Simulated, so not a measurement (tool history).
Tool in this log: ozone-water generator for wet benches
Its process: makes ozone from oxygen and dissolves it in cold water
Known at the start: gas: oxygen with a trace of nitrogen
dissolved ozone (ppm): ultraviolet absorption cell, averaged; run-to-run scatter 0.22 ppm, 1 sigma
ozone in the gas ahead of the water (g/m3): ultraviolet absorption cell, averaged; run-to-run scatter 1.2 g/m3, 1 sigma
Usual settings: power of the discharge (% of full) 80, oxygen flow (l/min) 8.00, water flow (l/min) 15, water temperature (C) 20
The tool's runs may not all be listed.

run    hour  power of the discharge (% of full)  oxygen flow (l/min)  water flow (l/min)  water temperature (C)  dissolved ozone (ppm)  ozone in the gas ahead of the water (g/m3)
  1     0.0                                  80                 8.00                  15                     20                   27.3                                       199.1
  2   118.6                                  80                10.10                  15                     20                   28.0                                       185.5
  3   252.9                                  80                10.10                  15                     20                   27.2                                       182.0
  4   349.3                                  80                10.10                  15                     20                   26.9                                       181.2
      465.8  -- water thermometer calibrated
  5   465.8                                  80                 8.00                  15                     20                   26.6                                       194.3
  6   555.7                                  80                 8.00                  15                     21                   26.1                                       194.1
  7   622.9                                  80                 8.00                  15                     21                   26.2                                       193.8
  8   727.0                                  71                 8.00                  15                     20                   24.7                                       182.8
  9   785.5                                  71                 8.00                  15                     20                   25.0                                       183.7
      893.4  -- water thermometer calibrated, once more
 10   905.8                                  80                 8.00                  15                     20                   26.3                                       190.7
 11  1014.4                                  68                 8.00                  15                     20                   24.6                                       178.2
 12  1095.6                                  68                 8.00                  15                     20                   24.2                                       177.3
 13  1202.1                                  68                 8.00                  15                     20                   24.1                                       176.5
 14  1268.0                                  80                 8.00                  15                     20                   25.8                                       188.2
 15  1381.3                                  80                 8.00                  15                     20                   25.8                                       187.8
 16  1495.6                                  80                 6.16                  15                     20                   24.9                                       204.0
 17  1607.7                                  80                 6.16                  15                     20                   25.1                                       202.4
 18  1702.2                                  41                 5.60                  15                     20                   18.2                                       156.2
 19  1834.8                                  80                 8.00                  15                     20                   24.9                                       182.8
 20  1970.2                                  66                 8.00                  15                     27                   19.6                                       171.1
 21  2078.6                                  80                 9.40                  23                     22                   18.5                                       172.1
 22  2148.3                                  80                 9.40                   9                     22                   29.8                                       173.4
 23  2284.0                                  58                 4.53                  21                     20                   15.5                                       188.6
 24  2376.8                                  61                 5.81                  21                     20                   16.8                                       178.4
 25  2433.5                                  61                 5.81                  21                     20                   16.7                                       178.5
 26  2547.2                                  63                 4.27                   9                     20                   28.4                                       198.8
 27  2619.2                                  90                 8.67                  11                     20                   29.7                                       180.6
 28  2708.2                                  59                 6.10                  23                     14                   16.8                                       170.8
 29  2831.0                                  58                 6.10                  23                     14                   16.4                                       169.6
     2851.9  -- contactor cleaned
 30  2923.7                                  58                 6.10                  23                     14                   17.4                                       170.7
 31  3009.6                                  58                 6.10                  23                     14                   17.1                                       168.0
 32  3113.7                                  64                 8.00                  15                     20                   22.4                                       158.2
 33  3245.2                                  67                 8.94                  10                     17                   29.8                                       156.0

Some steps in dissolved ozone (ppm), run to run, broken into two amounts with sign: the step expected even without the hidden condition (settings, incoming material, random variation), and the rest, left for the hidden condition together with whatever gauge scatter is not in both the measured and the hidden-condition-free result:
Hidden state present: yield of the discharge, % of new electrodes'; contactor's efficiency, % of a clean one's; true water temperature over the reading, C; drift of the gauge itself on ozone_ppm, %; drift of the gauge itself on gas_g_m3, %.
Run 18 -> 19: power of the discharge (% of full) 41 -> 80, oxygen flow (l/min) 5.60 -> 8.00. dissolved ozone (ppm) +6.7: hidden state -3.2, all else +9.9.
Run 22 -> 23: power of the discharge (% of full) 80 -> 58, oxygen flow (l/min) 9.40 -> 4.53, water flow (l/min) 9 -> 21, water temperature (C) 22 -> 20. dissolved ozone (ppm) -14.3: hidden state +4.2, all else -18.5.
Run 25 -> 26: power of the discharge (% of full) 61 -> 63, oxygen flow (l/min) 5.81 -> 4.27, water flow (l/min) 21 -> 9. dissolved ozone (ppm) +11.7: hidden state -3.1, all else +14.8.
Run 27 -> 28: power of the discharge (% of full) 90 -> 59, oxygen flow (l/min) 8.67 -> 6.10, water flow (l/min) 11 -> 23, water temperature (C) 20 -> 14. dissolved ozone (ppm) -12.9: hidden state +4.9, all else -17.8.

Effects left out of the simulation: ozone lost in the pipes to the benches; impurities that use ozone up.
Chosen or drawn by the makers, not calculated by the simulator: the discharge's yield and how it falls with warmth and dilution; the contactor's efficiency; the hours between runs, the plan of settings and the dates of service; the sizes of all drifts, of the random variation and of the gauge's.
